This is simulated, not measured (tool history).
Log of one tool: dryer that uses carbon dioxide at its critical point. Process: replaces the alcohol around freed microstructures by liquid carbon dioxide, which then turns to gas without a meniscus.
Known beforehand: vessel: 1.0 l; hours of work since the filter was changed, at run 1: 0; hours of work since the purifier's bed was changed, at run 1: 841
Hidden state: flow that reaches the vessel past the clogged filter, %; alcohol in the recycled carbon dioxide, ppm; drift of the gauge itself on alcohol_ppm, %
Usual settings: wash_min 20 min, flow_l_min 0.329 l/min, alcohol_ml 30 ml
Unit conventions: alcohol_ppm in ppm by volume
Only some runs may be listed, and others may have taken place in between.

run,hour,wash_min,flow_l_min,alcohol_ml,hours of work since the filter was changed,hours of work since the purifier's bed was changed,alcohol_ppm
1,0.0,20,0.329,30,0,841,235
2,25.2,20,0.329,52,10,851,308
3,64.5,20,0.329,52,26,867,333
# hour 72.8: purifier's bed changed
4,106.6,20,0.329,30,41,13,133
5,160.2,20,0.329,30,63,35,137
6,200.0,20,0.329,30,79,51,150
7,254.2,20,0.464,30,100,72,16
8,281.5,20,0.464,30,111,83,30
9,320.4,20,0.464,30,127,99,25
10,365.4,20,0.464,30,145,117,34
11,417.0,20,0.464,30,165,137,37
12,460.8,20,0.445,30,183,155,42
13,509.9,20,0.445,30,202,174,49
14,549.8,20,0.445,30,218,190,53
15,577.3,20,0.445,30,229,201,49
16,622.2,20,0.329,30,247,219,195
17,676.3,20,0.329,30,269,241,210
18,726.8,20,0.329,30,289,261,222
19,758.1,21,0.329,30,301,273,184
20,794.2,21,0.329,30,316,288,180
21,826.0,21,0.329,30,328,300,188
22,869.7,21,0.329,30,346,318,205
23,911.7,24,0.414,30,362,335,65
24,954.8,22,0.327,20,380,352,128
25,998.7,32,0.456,91,397,369,63
26,1037.0,31,0.456,91,412,385,55
27,1061.9,24,0.469,85,422,395,70
28,1114.8,27,0.329,24,443,416,84
29,1163.4,27,0.329,24,463,435,81
30,1202.2,14,0.473,24,478,450,225
31,1235.9,13,0.310,105,492,464,5855
32,1266.7,13,0.310,105,504,476,5915
33,1310.6,20,0.382,67,522,494,312
34,1346.0,20,0.526,30,536,508,73
35,1374.3,27,0.526,30,547,519,57
# hour 1400.3: inlet filter changed
36,1429.6,29,0.541,97,12,541,68
37,1457.0,29,0.541,97,23,552,62
38,1487.8,23,0.541,99,35,564,65

A few steps of alcohol_ppm between consecutive runs. Split each: what settings, incoming material and random variation would produce without the hidden state, and what is left over for the hidden state, along with gauge scatter present in only one of the two compared results (measured, and without hidden state):
Run 30 -> 31: wash_min 14 -> 13, flow_l_min 0.473 -> 0.310, alcohol_ml 24 -> 105. alcohol_ppm +5630 ppm by volume: hidden state +1932, all else +3698.
Run 32 -> 33: wash_min 13 -> 20, flow_l_min 0.310 -> 0.382, alcohol_ml 105 -> 67. alcohol_ppm -5603 ppm by volume: hidden state -1933, all else -3670.
Run 33 -> 34: flow_l_min 0.382 -> 0.526, alcohol_ml 67 -> 30. alcohol_ppm -239 ppm by volume: hidden state -137, all else -102.
